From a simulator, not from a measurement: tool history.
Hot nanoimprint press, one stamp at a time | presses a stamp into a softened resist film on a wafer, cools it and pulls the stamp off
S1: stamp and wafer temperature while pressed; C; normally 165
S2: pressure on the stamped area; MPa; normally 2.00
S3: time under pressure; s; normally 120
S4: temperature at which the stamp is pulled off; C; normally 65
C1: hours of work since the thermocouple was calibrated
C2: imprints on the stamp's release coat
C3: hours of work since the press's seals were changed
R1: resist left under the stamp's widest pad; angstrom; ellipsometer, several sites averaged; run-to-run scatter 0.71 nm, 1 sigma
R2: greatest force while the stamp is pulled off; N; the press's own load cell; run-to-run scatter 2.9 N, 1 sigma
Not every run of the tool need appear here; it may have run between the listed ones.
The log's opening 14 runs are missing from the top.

Run 15, hour 139.8: usual settings but S3 68 s; C1 51; C2 958; C3 72. Result: R1 1024 angstrom, R2 142 N.
Run 16, hour 154.0: usual settings but S1 164 C, S2 1.28 MPa, S3 128 s; C1 57; C2 984; C3 78. Result: R1 1036 angstrom, R2 138 N.
Run 17, hour 165.5: usual settings but S1 170 C, S2 1.23 MPa, S4 66 C; C1 63; C2 1005; C3 84. Result: R1 836 angstrom, R2 140 N.
Run 18, hour 178.6: usual settings but S1 169 C, S4 71 C; C1 69; C2 1029; C3 90. Result: R1 689 angstrom, R2 123 N.
Run 19, hour 190.5: usual settings but S2 2.92 MPa, S3 85 s, S4 56 C; C1 74; C2 1051; C3 95. Result: R1 793 angstrom, R2 160 N.
Run 20, hour 197.1: usual settings but S1 166 C, S2 1.75 MPa, S4 63 C; C1 77; C2 1063; C3 98. Result: R1 837 angstrom, R2 147 N.
Run 21, hour 210.1: usual settings but S1 173 C, S2 1.75 MPa, S3 101 s, S4 62 C; C1 83; C2 1086; C3 104. Result: R1 659 angstrom, R2 148 N.
Run 22, hour 224.1: usual settings but S2 1.65 MPa, S4 52 C; C1 90; C2 1112; C3 111. Result: R1 908 angstrom, R2 168 N.
Run 23, hour 238.4: usual settings but S1 156 C, S2 1.90 MPa, S4 52 C; C1 96; C2 1138; C3 117. Result: R1 1248 angstrom, R2 171 N.
Run 24, hour 252.2: usual settings but S1 156 C, S2 1.90 MPa, S4 52 C; C1 103; C2 1164; C3 123. Result: R1 1259 angstrom, R2 171 N.
Run 25, hour 263.1: usual settings but S1 156 C, S2 1.90 MPa, S4 52 C; C1 108; C2 1183; C3 128. Result: R1 1259 angstrom, R2 169 N.
Run 26, hour 271.1: usual settings but S1 156 C, S2 1.90 MPa, S4 52 C; C1 111; C2 1198; C3 132. Result: R1 1242 angstrom, R2 172 N.
Run 27, hour 278.7: usual settings but S1 171 C, S3 71 s, S4 55 C; C1 115; C2 1212; C3 136. Result: R1 782 angstrom, R2 168 N.
Run 28, hour 286.5: usual settings but S1 176 C, S2 1.66 MPa, S3 73 s, S4 64 C; C1 118; C2 1226; C3 139. Result: R1 680 angstrom, R2 139 N.
Run 29, hour 293.4: usual settings but S1 176 C, S2 1.66 MPa, S3 73 s, S4 64 C; C1 122; C2 1239; C3 142. Result: R1 676 angstrom, R2 146 N.
Run 30, hour 300.6: usual settings but S1 176 C, S2 1.66 MPa, S3 73 s, S4 64 C; C1 125; C2 1252; C3 146. Result: R1 690 angstrom, R2 148 N.

Predict each of these 4 candidate next runs independently; none follows another, all start after run 30:
Run A, hour 315.1: usual settings but S1 176 C, S2 1.73 MPa, S3 126 s, S4 56 C; C1 132; C2 1279; C3 152. Result: R1 ?, R2 ?.
Run B, hour 315.1: usual settings but S1 157 C, S2 1.83 MPa, S4 57 C; C1 132; C2 1279; C3 152. Result: R1 ?, R2 ?.
Run C, hour 315.1: usual settings but S1 176 C, S2 2.16 MPa, S3 167 s, S4 64 C; C1 132; C2 1279; C3 152. Result: R1 ?, R2 ?.
Run D, hour 315.1: usual settings but S2 1.35 MPa; C1 132; C2 1279; C3 152. Result: R1 ?, R2 ?.

run    R1   R2
  A   531  167
  B  1217  163
  C   410  140
  D  1002  143
With no hidden state in the tool, these same runs would have given:
run    R1   R2
  A   531  165
  B  1216  161
  C   410  138
  D  1002  141
